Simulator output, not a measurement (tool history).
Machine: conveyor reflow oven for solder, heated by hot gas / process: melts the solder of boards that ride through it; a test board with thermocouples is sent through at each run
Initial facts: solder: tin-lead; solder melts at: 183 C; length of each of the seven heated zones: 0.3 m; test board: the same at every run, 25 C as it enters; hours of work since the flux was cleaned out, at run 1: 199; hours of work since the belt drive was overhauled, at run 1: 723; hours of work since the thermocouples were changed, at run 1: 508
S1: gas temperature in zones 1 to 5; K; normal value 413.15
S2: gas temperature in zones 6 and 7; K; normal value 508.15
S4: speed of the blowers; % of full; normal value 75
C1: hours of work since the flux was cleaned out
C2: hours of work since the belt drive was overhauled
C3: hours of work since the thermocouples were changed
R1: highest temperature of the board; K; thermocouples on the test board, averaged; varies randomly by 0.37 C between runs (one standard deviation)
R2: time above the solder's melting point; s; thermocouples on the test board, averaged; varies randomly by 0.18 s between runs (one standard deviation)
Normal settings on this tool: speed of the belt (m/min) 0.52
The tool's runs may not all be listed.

Run 1, hour 0: usual settings; C1 199; C2 723; C3 508. Result: R1 495.65 K, R2 57.9 s.
Run 2, hour 25.1: usual settings; C1 219; C2 743; C3 528. Result: R1 495.45 K, R2 57.7 s.
Run 3, hour 46.4: usual settings but speed of the belt (m/min) 0.597; C1 235; C2 760; C3 545. Result: R1 491.05 K, R2 47.7 s.
Run 4, hour 70.5: usual settings but speed of the belt (m/min) 0.449; C1 255; C2 779; C3 564. Result: R1 498.55 K, R2 69.7 s.
Run 5, hour 96.5: usual settings but S1 427.15 K; C1 275; C2 799; C3 584. Result: R1 496.95 K, R2 63.7 s.
Run 6, hour 111: usual settings; C1 287; C2 811; C3 596. Result: R1 494.75 K, R2 57.8 s.
Run 7, hour 128.1: usual settings but S2 497.15 K; C1 300; C2 825; C3 610. Result: R1 485.35 K, R2 51.3 s.
Run 8, hour 159.9: usual settings but S2 497.15 K; C1 326; C2 850; C3 635. Result: R1 485.35 K, R2 51.1 s.
Run 9, hour 189.2: usual settings but S2 497.15 K; C1 349; C2 873; C3 658. Result: R1 485.15 K, R2 51.3 s.
Run 10, hour 204.6: usual settings but S2 497.15 K; C1 361; C2 885; C3 670. Result: R1 485.45 K, R2 51.2 s.
Run 11, hour 233.4: usual settings but S1 424.15 K; C1 384; C2 908; C3 693. Result: R1 495.75 K, R2 62.1 s.
Run 12, hour 263.5: usual settings but S1 424.15 K, S4 74 % of full; C1 408; C2 932; C3 717. Result: R1 495.35 K, R2 62.1 s.
Run 13, hour 286.4: usual settings but S2 504.15 K; C1 426; C2 950; C3 735. Result: R1 490.45 K, R2 55.7 s.
Run 14, hour 314.1: usual settings but S2 504.15 K; C1 448; C2 972; C3 757. Result: R1 491.15 K, R2 55.3 s.
At hour 334.1: belt drive overhauled, speed set with a stopwatch.
Run 15, hour 339.9: usual settings but S1 423.15 K; C1 465; C2 5; C3 775. Result: R1 494.55 K, R2 59.7 s.
Run 16, hour 366.7: usual settings but S1 423.15 K; C1 487; C2 26; C3 796. Result: R1 495.25 K, R2 59.6 s.
At hour 383.2: flux residue cleaned out of gas plates and filters.
Run 17, hour 399: usual settings but S2 502.15 K, speed of the belt (m/min) 0.612, S4 71 % of full; C1 13; C2 48; C3 817. Result: R1 484.25 K, R2 40.6 s.
Run 18, hour 421.6: usual settings but S1 414.15 K, speed of the belt (m/min) 0.497; C1 30; C2 66; C3 835. Result: R1 495.95 K, R2 60 s.
Run 19, hour 442.4: usual settings but S1 414.15 K, speed of the belt (m/min) 0.497; C1 47; C2 82; C3 852. Result: R1 496.55 K, R2 60.1 s.
Run 20, hour 468.5: usual settings but S1 414.15 K, speed of the belt (m/min) 0.497; C1 68; C2 103; C3 873. Result: R1 496.15 K, R2 60 s.
Run 21, hour 488.4: usual settings but S1 414.15 K, speed of the belt (m/min) 0.617, S4 79 % of full; C1 83; C2 119; C3 888. Result: R1 490.85 K, R2 44.9 s.
Run 22, hour 516: usual settings but S1 414.15 K, speed of the belt (m/min) 0.617, S4 63 % of full; C1 105; C2 140; C3 910. Result: R1 486.85 K, R2 41.8 s.
Run 23, hour 543.1: usual settings but S2 522.15 K, speed of the belt (m/min) 0.503, S4 64 % of full; C1 127; C2 162; C3 932. Result: R1 505.05 K, R2 64 s.
Run 24, hour 556.7: usual settings but S1 427.15 K, S2 522.15 K, speed of the belt (m/min) 0.503, S4 71 % of full; C1 138; C2 173; C3 943. Result: R1 508.95 K, R2 69.6 s.
Run 25, hour 573.4: usual settings but S1 410.15 K, speed of the belt (m/min) 0.58; C1 151; C2 186; C3 956. Result: R1 490.35 K, R2 46.9 s.
Run 26, hour 596.9: usual settings but S1 410.15 K, speed of the belt (m/min) 0.58; C1 170; C2 205; C3 975. Result: R1 490.65 K, R2 46.5 s.
Run 27, hour 627.2: usual settings but S1 421.15 K, S2 519.15 K, speed of the belt (m/min) 0.582, S4 83 % of full; C1 194; C2 229; C3 999. Result: R1 503.35 K, R2 56.2 s.
Run 28, hour 654.2: usual settings but S1 421.15 K, S2 519.15 K, speed of the belt (m/min) 0.582, S4 83 % of full; C1 215; C2 250; C3 1020. Result: R1 503.15 K, R2 56.6 s.
Run 29, hour 673.7: usual settings but S1 421.15 K, S2 519.15 K, speed of the belt (m/min) 0.582, S4 83 % of full; C1 231; C2 266; C3 1036. Result: R1 503.15 K, R2 56.5 s.
Run 30, hour 687.6: usual settings but S1 421.15 K, S2 519.15 K, speed of the belt (m/min) 0.582, S4 83 % of full; C1 242; C2 277; C3 1047. Result: R1 503.15 K, R2 56.5 s.
Run 31, hour 718.1: usual settings but S1 417.15 K, S2 498.15 K, speed of the belt (m/min) 0.602, S4 79 % of full; C1 266; C2 301; C3 1071. Result: R1 482.55 K, R2 42.1 s.
Run 32, hour 733.4: usual settings but S1 417.15 K, S2 498.15 K, speed of the belt (m/min) 0.602, S4 79 % of full; C1 278; C2 313; C3 1083. Result: R1 483.15 K, R2 41.8 s.

Below, each run's measurement less what the same run would have read without the hidden state. Both values contain the same run-to-run variation, but the gauge's scatter may not be the same in both:
Hidden state present: heat that the gas passes to the board, % of a clean oven's; belt's true speed, % of the reading; true gas temperature in zones 6 and 7 over the reading, C; drift of the gauge itself on peak_c, C; drift of the gauge itself on liquid_s, %.
run    R1    R2
  1  -1.1  +0.6
  2  -1.2  +0.5
  3  -1.2  +0.3
  4  -1.3  +0.8
  5  -1.4  +0.8
  6  -1.5  +0.5
  7  -1.6    +0
  8  -1.6  -0.1
  9  -1.7  -0.1
 10  -1.8  -0.1
 11  -1.8  +0.6
 12  -1.9  +0.6
 13    -2  +0.2
 14  -2.2  +0.1
 15  -2.9  -1.6
 16  -2.9  -1.6
 17  -1.7  -1.2
 18    -2  -0.9
 19    -2    -1
 20  -2.2    -1
 21  -2.2  -1.1
 22  -2.2  -1.3
 23  -2.4  -0.8
 24  -2.3  -0.6
 25  -2.5  -1.3
 26  -2.5  -1.3
 27  -2.7  -0.8
 28  -2.8  -0.8
 29  -2.8  -0.7
 30  -2.9  -0.7
 31  -2.8  -1.8
 32    -3  -1.9
